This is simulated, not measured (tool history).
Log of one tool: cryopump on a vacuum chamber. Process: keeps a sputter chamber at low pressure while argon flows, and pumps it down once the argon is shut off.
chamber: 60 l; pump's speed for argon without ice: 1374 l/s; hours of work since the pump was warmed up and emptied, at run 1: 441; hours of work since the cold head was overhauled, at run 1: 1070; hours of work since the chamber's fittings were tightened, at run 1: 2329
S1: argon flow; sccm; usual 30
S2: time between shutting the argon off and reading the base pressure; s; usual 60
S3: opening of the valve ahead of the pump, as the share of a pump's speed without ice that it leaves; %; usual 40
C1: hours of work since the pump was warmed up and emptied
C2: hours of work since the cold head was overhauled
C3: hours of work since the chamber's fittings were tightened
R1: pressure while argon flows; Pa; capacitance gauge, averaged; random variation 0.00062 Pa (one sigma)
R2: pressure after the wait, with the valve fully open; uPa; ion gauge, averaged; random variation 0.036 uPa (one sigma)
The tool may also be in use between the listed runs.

run 1 hour=0.0 | S1=30 S2=60 S3=40 | C1=441 C2=1070 C3=2329 | R1=0.1049 R2=2.51
run 2 hour=35.8 | S1=30 S2=60 S3=40 | C1=469 C2=1098 C3=2357 | R1=0.1058 R2=2.53
run 3 hour=54.6 | S1=30 S2=60 S3=40 | C1=483 C2=1112 C3=2371 | R1=0.1060 R2=2.49
run 4 hour=75.7 | S1=30 S2=60 S3=40 | C1=499 C2=1128 C3=2387 | R1=0.1077 R2=2.56
run 5 hour=100.2 | S1=30 S2=60 S3=40 | C1=518 C2=1147 C3=2406 | R1=0.1076 R2=2.52
run 6 hour=146.4 | S1=30 S2=60 S3=40 | C1=554 C2=1183 C3=2442 | R1=0.1098 R2=2.56
run 7 hour=171.9 | S1=30 S2=60 S3=40 | C1=574 C2=1203 C3=2462 | R1=0.1107 R2=2.61
-- hour=204.0 pump warmed up, emptied and cooled again
run 8 hour=215.1 | S1=30 S2=60 S3=40 | C1=9 C2=1232 C3=2491 | R1=0.0924 R2=2.36
run 9 hour=235.8 | S1=30 S2=60 S3=40 | C1=25 C2=1248 C3=2507 | R1=0.0924 R2=2.40
run 10 hour=265.4 | S1=30 S2=60 S3=40 | C1=47 C2=1271 C3=2530 | R1=0.0941 R2=2.40
run 11 hour=309.0 | S1=30 S2=60 S3=40 | C1=81 C2=1305 C3=2564 | R1=0.0941 R2=2.32
run 12 hour=342.1 | S1=30 S2=60 S3=40 | C1=107 C2=1331 C3=2590 | R1=0.0953 R2=2.42
run 13 hour=369.5 | S1=30 S2=60 S3=40 | C1=128 C2=1352 C3=2611 | R1=0.0954 R2=2.51
run 14 hour=395.4 | S1=30 S2=60 S3=40 | C1=148 C2=1372 C3=2631 | R1=0.0966 R2=2.49
run 15 hour=426.6 | S1=30 S2=60 S3=19 | C1=172 C2=1396 C3=2655 | R1=0.1974 R2=2.46
run 16 hour=470.4 | S1=30 S2=60 S3=30 | C1=206 C2=1430 C3=2689 | R1=0.1280 R2=2.46
run 17 hour=515.1 | S1=30 S2=27 S3=30 | C1=241 C2=1464 C3=2723 | R1=0.1306 R2=4.71
run 18 hour=556.5 | S1=23 S2=240 S3=58 | C1=273 C2=1497 C3=2756 | R1=0.0544 R2=1.16
run 19 hour=583.6 | S1=23 S2=240 S3=58 | C1=294 C2=1517 C3=2776 | R1=0.0555 R2=1.16
run 20 hour=618.7 | S1=30 S2=58 S3=32 | C1=321 C2=1545 C3=2804 | R1=0.1244 R2=2.52
run 21 hour=652.9 | S1=25 S2=60 S3=27 | C1=347 C2=1571 C3=2830 | R1=0.1226 R2=2.48
run 22 hour=696.0 | S1=16 S2=41 S3=40 | C1=381 C2=1604 C3=2863 | R1=0.0551 R2=3.43
-- hour=719.8 leaking fittings of the chamber tightened, without venting
run 23 hour=724.8 | S1=57 S2=77 S3=40 | C1=401 C2=1625 C3=4 | R1=0.1984 R2=1.73
run 24 hour=765.3 | S1=57 S2=78 S3=56 | C1=433 C2=1656 C3=35 | R1=0.1486 R2=1.69
run 25 hour=809.5 | S1=18 S2=248 S3=56 | C1=467 C2=1691 C3=69 | R1=0.0477 R2=0.77
run 26 hour=846.1 | S1=30 S2=43 S3=40 | C1=495 C2=1719 C3=98 | R1=0.1074 R2=2.90
run 27 hour=871.9 | S1=30 S2=43 S3=40 | C1=515 C2=1739 C3=118 | R1=0.1081 R2=2.88
run 28 hour=914.3 | S1=30 S2=43 S3=40 | C1=548 C2=1772 C3=150 | R1=0.1100 R2=2.84
run 29 hour=936.5 | S1=38 S2=231 S3=40 | C1=565 C2=1789 C3=168 | R1=0.1403 R2=0.85
run 30 hour=964.8 | S1=38 S2=54 S3=19 | C1=587 C2=1811 C3=190 | R1=0.2691 R2=2.43
-- hour=979.2 pump warmed up, emptied and cooled again
run 31 hour=1009.0 | S1=38 S2=54 S3=19 | C1=23 C2=1841 C3=220 | R1=0.2482 R2=2.27
run 32 hour=1054.6 | S1=38 S2=54 S3=19 | C1=58 C2=1876 C3=255 | R1=0.2506 R2=2.31
run 33 hour=1077.0 | S1=38 S2=54 S3=19 | C1=76 C2=1894 C3=272 | R1=0.2481 R2=2.25

Hidden state or all else? Some run-to-run changes of R1, split into what the settings, what came in and random variation would give without the hidden state, and what is left for the hidden state (with any gauge scatter that isn't in both results):
The hidden state here: pump's speed, % of a pump's without ice; cold plate's temperature, K; leak into the chamber, uPa l/s; drift of the gauge itself on working_pa, %; drift of the gauge itself on base_upa, %.
Run 7 -> 8: pump warmed up, emptied and cooled again. R1 -0.0183 Pa: hidden state -0.0174, all else -0.0009.
Run 22 -> 23: S1 16 -> 57, S2 41 -> 77, leaking fittings of the chamber tightened, without venting. R1 +0.1433 Pa: hidden state +0.0165, all else +0.1268.
Run 24 -> 25: S1 57 -> 18, S2 78 -> 248. R1 -0.1009 Pa: hidden state -0.0158, all else -0.0851.
Run 29 -> 30: S2 231 -> 54, S3 40 -> 19. R1 +0.1288 Pa: hidden state +0.0012, all else +0.1276.
Run 30 -> 31: pump warmed up, emptied and cooled again. R1 -0.0209 Pa: hidden state -0.0235, all else +0.0026.
